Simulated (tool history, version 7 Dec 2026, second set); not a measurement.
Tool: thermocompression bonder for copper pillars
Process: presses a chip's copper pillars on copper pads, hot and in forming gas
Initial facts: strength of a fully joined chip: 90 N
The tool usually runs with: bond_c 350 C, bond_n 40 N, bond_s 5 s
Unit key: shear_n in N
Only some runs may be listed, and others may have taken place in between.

run,hour,bond_c,bond_n,bond_s,shear_n
1,0,350,40,5,60.9
2,12.9,350,40,5,60.5
3,37,328,40,5,49.7
4,59.5,328,40,3,41.6
5,83.9,350,40,5,60.2
6,100.3,350,40,5,60.8
7,116.8,350,40,5,60.7
8,132.2,350,40,5,60.5
9,143.7,350,40,5,60.7
10,158.4,350,40,5,59.5
11,178.2,350,40,5,60
12,191.8,350,40,5,60.8
13,206.4,350,40,5,61.2
14,227,350,40,5,60.7
# hour 234.3: forming gas filter changed
15,247.1,350,40,5,60.1
16,269.1,350,40,5,60.3
17,285.8,350,40,5,60.1
18,310,350,40,5,61.1
19,330.5,350,40,5,60.6
20,356.1,350,40,5,60.4
21,373.2,364,40,5,67
22,385,357,40,5,62.7
23,405.2,357,40,5,62.9
24,426.2,357,40,5,63.7
25,449.2,357,40,5,63.8
26,468.7,350,43,5,62.3
# hour 475.2: forming gas filter changed
27,492.4,330,42,12,66.6
28,512.9,350,48,8,72.5
29,535.1,321,40,6,49.9
30,546.5,321,40,6,49.8
31,571.5,321,40,6,49.8
32,587.5,321,40,6,49.7
33,601.8,327,42,6,53.6
34,622.2,370,44,3,63.8
35,634.3,324,40,5,48
36,647.1,326,31,3,35
37,666.9,326,31,3,34.4
38,686.9,331,31,5,44.2
39,710.4,326,36,11,58.7
# hour 715.7: forming gas filter changed
40,721.3,326,36,11,59.6

3 options for the next run, each taken on its own from the tool as it stands now. Forecast them:
A,747.3,369,36,11,?
B,747.3,326,25,9,?
C,747.3,350,34,5,?

run,shear_n
A,77.8
B,46
C,56.6
With the hidden condition removed and each run's random variation left untouched, the same runs would have given:
run,shear_n
A,77.7
B,45.9
C,56.5
